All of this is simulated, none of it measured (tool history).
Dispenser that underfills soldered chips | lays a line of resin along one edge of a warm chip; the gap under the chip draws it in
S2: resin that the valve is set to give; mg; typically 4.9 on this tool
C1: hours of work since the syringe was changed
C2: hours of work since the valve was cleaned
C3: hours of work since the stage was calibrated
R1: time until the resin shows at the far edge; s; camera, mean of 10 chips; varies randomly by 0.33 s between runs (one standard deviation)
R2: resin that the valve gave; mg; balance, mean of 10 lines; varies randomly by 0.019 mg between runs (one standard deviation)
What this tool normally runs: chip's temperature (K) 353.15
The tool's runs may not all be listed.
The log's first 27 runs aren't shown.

{"run": 28, "day": 4.317, "chip's temperature (K)": 353.15, "S2": 4.68, "C1": 5, "C2": 23, "C3": 145, "R1": 16.2, "R2": 4.6}
{"run": 29, "day": 4.517, "chip's temperature (K)": 354.15, "S2": 4.9, "C1": 9, "C2": 26, "C3": 148, "R1": 18, "R2": 4.79}
{"day": 4.588, "done": "new syringe of resin"}
{"run": 30, "day": 4.688, "chip's temperature (K)": 358.15, "S2": 5.02, "C1": 2, "C2": 29, "C3": 151, "R1": 10.8, "R2": 4.95}
{"run": 31, "day": 4.9, "chip's temperature (K)": 351.15, "S2": 5.02, "C1": 5, "C2": 32, "C3": 154, "R1": 17.4, "R2": 4.92}
{"run": 32, "day": 5.096, "chip's temperature (K)": 357.15, "S2": 4.91, "C1": 8, "C2": 36, "C3": 157, "R1": 15.2, "R2": 4.86}
{"day": 5.188, "done": "new syringe of resin"}
{"run": 33, "day": 5.321, "chip's temperature (K)": 362.15, "S2": 4.27, "C1": 2, "C2": 39, "C3": 161, "R1": 9, "R2": 4.18}
{"run": 34, "day": 5.529, "chip's temperature (K)": 362.15, "S2": 4.27, "C1": 6, "C2": 42, "C3": 164, "R1": 10.4, "R2": 4.17}
{"run": 35, "day": 5.667, "chip's temperature (K)": 350.15, "S2": 6.17, "C1": 8, "C2": 45, "C3": 167, "R1": 20.6, "R2": 6.03}
{"day": 5.783, "done": "new syringe of resin"}
{"run": 36, "day": 5.792, "chip's temperature (K)": 355.15, "S2": 4.66, "C1": 0, "C2": 47, "C3": 169, "R1": 11.1, "R2": 4.58}

5 options for the next run, each taken on its own from the tool as it stands now. Forecast them:
{"run": "A", "day": 5.942, "chip's temperature (K)": 346.15, "S2": 5.26, "C1": 3, "C2": 49, "C3": 171, "R1": "?", "R2": "?"}
{"run": "B", "day": 5.942, "chip's temperature (K)": 363.15, "S2": 4.31, "C1": 3, "C2": 49, "C3": 171, "R1": "?", "R2": "?"}
{"run": "C", "day": 5.942, "chip's temperature (K)": 346.15, "S2": 4.97, "C1": 3, "C2": 49, "C3": 171, "R1": "?", "R2": "?"}
{"run": "D", "day": 5.942, "chip's temperature (K)": 340.15, "S2": 5.31, "C1": 3, "C2": 49, "C3": 171, "R1": "?", "R2": "?"}
{"run": "E", "day": 5.942, "chip's temperature (K)": 355.15, "S2": 4.43, "C1": 3, "C2": 49, "C3": 171, "R1": "?", "R2": "?"}

run=A R1=20 R2=5.13
run=B R1=8.2 R2=4.18
run=C R1=20.4 R2=4.85
run=D R1=28.4 R2=5.18
run=E R1=13.5 R2=4.33
Without the tool's unlogged condition, the same runs would have read:
run=A R1=19.1 R2=5.26
run=B R1=7.7 R2=4.29
run=C R1=19.4 R2=4.97
run=D R1=27.2 R2=5.32
run=E R1=12.8 R2=4.44

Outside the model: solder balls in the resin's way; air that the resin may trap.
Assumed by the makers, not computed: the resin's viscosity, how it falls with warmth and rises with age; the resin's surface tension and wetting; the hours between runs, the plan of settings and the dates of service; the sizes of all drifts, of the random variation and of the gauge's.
